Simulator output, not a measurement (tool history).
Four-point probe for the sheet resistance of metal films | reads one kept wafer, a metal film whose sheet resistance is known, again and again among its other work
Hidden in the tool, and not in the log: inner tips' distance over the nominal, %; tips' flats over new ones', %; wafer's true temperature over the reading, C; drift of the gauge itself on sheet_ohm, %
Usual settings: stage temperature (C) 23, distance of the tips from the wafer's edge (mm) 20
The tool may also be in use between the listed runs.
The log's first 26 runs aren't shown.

run,day,stage temperature (C),distance of the tips from the wafer's edge (mm),touches since the probe head was changed,hours of work since the stage's thermometer was calibrated,sheet resistance as the instrument gives it (ohm/square)
27,24.192,24,68,64517,1558,0.076411
28,25.5,23,3,65837,1583,0.080661
29,26.358,23,3,66700,1599,0.080644
30,27.004,21,18,67349,1612,0.076416
31,28.342,22,15,68700,1637,0.076518
32,29.404,25,13,69771,1658,0.076623
33,30.633,33,14,71007,1681,0.076778
34,31.875,33,14,72259,1705,0.076749
35,32.683,21,14,73073,1721,0.076516
36,34.021,21,66,74422,1746,0.076291
37,35.225,21,66,75634,1769,0.076303
38,36.617,26,45,77040,1796,0.076391
39,37.225,26,45,77653,1808,0.0764
40,38.042,19,7,78476,1824,0.077053
41,39.167,19,7,79609,1845,0.077045
42,40.012,19,7,80462,1861,0.077036
43,41.392,21,19,81851,1888,0.076359
44,42.8,28,17,83270,1915,0.076489

5 ways to go on from here, each from the tool as it stands after run 44. What would each give?
A,43.45,32,30,83926,1927,?
B,43.45,28,10,83926,1927,?
C,43.45,22,20,83926,1927,?
D,43.45,23,34,83926,1927,?
E,43.45,20,10,83926,1927,?

run,sheet resistance as the instrument gives it (ohm/square)
A,0.076517
B,0.076784
C,0.07634
D,0.076305
E,0.076593
Without the tool's hidden state the same runs would have given:
run,sheet resistance as the instrument gives it (ohm/square)
A,0.076941
B,0.077213
C,0.076771
D,0.076735
E,0.077027

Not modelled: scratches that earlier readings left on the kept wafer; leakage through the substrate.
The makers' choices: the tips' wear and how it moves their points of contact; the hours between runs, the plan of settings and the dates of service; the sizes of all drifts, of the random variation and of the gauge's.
